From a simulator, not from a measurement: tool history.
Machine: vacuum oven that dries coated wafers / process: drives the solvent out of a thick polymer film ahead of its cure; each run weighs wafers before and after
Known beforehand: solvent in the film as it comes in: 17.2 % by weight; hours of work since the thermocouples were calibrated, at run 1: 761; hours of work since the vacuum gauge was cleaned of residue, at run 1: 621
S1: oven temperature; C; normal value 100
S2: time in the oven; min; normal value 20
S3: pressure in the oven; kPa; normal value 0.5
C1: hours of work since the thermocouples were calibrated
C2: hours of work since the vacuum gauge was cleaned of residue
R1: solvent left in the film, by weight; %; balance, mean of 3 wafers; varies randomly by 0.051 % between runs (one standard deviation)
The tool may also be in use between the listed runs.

run 1 hour=0 | S1=100 S2=20 S3=0.5 | C1=761 C2=621 | R1=0.92
run 2 hour=12.2 | S1=100 S2=20 S3=0.5 | C1=768 C2=627 | R1=1.1
run 3 hour=37.5 | S1=97 S2=20 S3=0.5 | C1=782 C2=641 | R1=1.37
run 4 hour=60.1 | S1=97 S2=20 S3=0.5 | C1=794 C2=654 | R1=1.52
run 5 hour=72.7 | S1=100 S2=20 S3=0.753 | C1=801 C2=661 | R1=1.11
run 6 hour=96.3 | S1=100 S2=20 S3=0.753 | C1=814 C2=674 | R1=0.99
run 7 hour=108 | S1=100 S2=20 S3=0.5 | C1=821 C2=681 | R1=0.96
run 8 hour=133.8 | S1=100 S2=20 S3=0.5 | C1=835 C2=695 | R1=1.04
run 9 hour=156.3 | S1=100 S2=20 S3=0.5 | C1=848 C2=707 | R1=1.04
run 10 hour=176.3 | S1=100 S2=21 S3=0.5 | C1=859 C2=718 | R1=1.04
run 11 hour=200 | S1=100 S2=20 S3=0.5 | C1=872 C2=732 | R1=0.91
run 12 hour=212 | S1=100 S2=20 S3=0.5 | C1=879 C2=738 | R1=1.03
run 13 hour=236 | S1=111 S2=20 S3=0.5 | C1=892 C2=751 | R1=0.38
-- hour=238.9 vacuum gauge cleaned of residue and calibrated
run 14 hour=261 | S1=104 S2=20 S3=0.5 | C1=905 C2=12 | R1=0.69
run 15 hour=278.2 | S1=100 S2=20 S3=0.5 | C1=914 C2=22 | R1=1.07
run 16 hour=298.2 | S1=100 S2=20 S3=0.5 | C1=926 C2=33 | R1=1.04
-- hour=323.7 vacuum gauge cleaned of residue and calibrated, once more
run 17 hour=323.7 | S1=100 S2=20 S3=1.007 | C1=939 C2=0 | R1=1.3
run 18 hour=344.9 | S1=100 S2=20 S3=1.007 | C1=951 C2=12 | R1=1.29
run 19 hour=369.6 | S1=100 S2=20 S3=1.007 | C1=964 C2=25 | R1=1.2
run 20 hour=387.5 | S1=100 S2=20 S3=1.007 | C1=974 C2=35 | R1=1.2
run 21 hour=412.8 | S1=100 S2=20 S3=1.007 | C1=988 C2=49 | R1=1.21
run 22 hour=431.6 | S1=95 S2=20 S3=1.007 | C1=999 C2=60 | R1=2.07
run 23 hour=448.8 | S1=91 S2=20 S3=0.783 | C1=1008 C2=69 | R1=2.86
run 24 hour=462.3 | S1=100 S2=20 S3=0.443 | C1=1016 C2=77 | R1=0.89
run 25 hour=489.2 | S1=102 S2=25 S3=0.965 | C1=1031 C2=92 | R1=0.66

Estimate the outcome of run 26 from the log above:
run 26 hour=505.6 | S1=92 S2=18 S3=0.459 | C1=1040 C2=101 | R1=?

Run 26 yielded R1 2.8 %.
Without the tool's hidden state the same run would have given R1 2.36 %.

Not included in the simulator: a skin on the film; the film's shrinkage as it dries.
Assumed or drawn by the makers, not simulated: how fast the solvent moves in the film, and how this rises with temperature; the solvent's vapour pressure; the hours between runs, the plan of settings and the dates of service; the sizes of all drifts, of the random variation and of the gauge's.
